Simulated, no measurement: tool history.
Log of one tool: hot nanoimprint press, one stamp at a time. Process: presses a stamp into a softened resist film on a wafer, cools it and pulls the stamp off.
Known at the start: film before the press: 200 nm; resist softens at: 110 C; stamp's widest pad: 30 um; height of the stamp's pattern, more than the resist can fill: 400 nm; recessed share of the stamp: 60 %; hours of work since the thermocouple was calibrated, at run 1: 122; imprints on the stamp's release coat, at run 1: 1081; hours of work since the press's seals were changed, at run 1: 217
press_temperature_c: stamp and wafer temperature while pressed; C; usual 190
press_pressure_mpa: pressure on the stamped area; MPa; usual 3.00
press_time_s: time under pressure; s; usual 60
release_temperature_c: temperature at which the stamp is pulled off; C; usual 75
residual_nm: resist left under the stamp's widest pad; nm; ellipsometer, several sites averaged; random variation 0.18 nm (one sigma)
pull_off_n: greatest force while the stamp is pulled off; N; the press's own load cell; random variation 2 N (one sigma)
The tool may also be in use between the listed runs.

run	hour	press_temperature_c	press_pressure_mpa	press_time_s	release_temperature_c	hours of work since the thermocouple was calibrated	imprints on the stamp's release coat	hours of work since the press's seals were changed	residual_nm	pull_off_n
1	0.0	190	3.00	60	75	122	1081	217	86.7	139
2	6.6	190	3.00	47	75	126	1107	221	94.7	141
3	10.6	190	3.00	47	75	128	1123	223	94.9	138
4	18.1	190	3.00	60	75	133	1153	228	86.8	141
5	24.0	190	3.00	60	75	136	1176	231	86.7	141
6	33.3	200	3.00	60	75	142	1214	237	63.0	143
# hour 37.0: plate thermocouple calibrated
7	41.9	200	3.00	60	75	3	1236	240	62.5	141
8	48.4	198	2.10	38	67	7	1262	244	94.6	153
9	56.4	198	2.10	38	67	12	1294	249	94.9	158
10	62.4	198	2.10	38	67	15	1318	253	94.4	157
11	69.5	188	3.00	33	75	20	1347	257	112.6	142
# hour 81.0: plate thermocouple calibrated, once more
12	81.0	180	3.00	74	75	0	1381	262	114.0	146
13	89.7	191	2.74	60	61	5	1415	267	89.3	169
14	98.3	185	2.74	91	82	10	1450	272	93.3	128

3 ways to go on from here, each from the tool as it stands after run 14. What would each give?
A	107.7	186	3.00	105	75	16	1488	278	?	?
B	107.7	190	4.44	60	76	16	1488	278	?	?
C	107.7	198	2.74	91	82	16	1488	278	?	?

run	residual_nm	pull_off_n
A	82.0	144
B	72.8	143
C	60.5	131
Without the tool's hidden state the same runs would have given:
run	residual_nm	pull_off_n
A	81.0	123
B	71.5	122
C	59.8	111
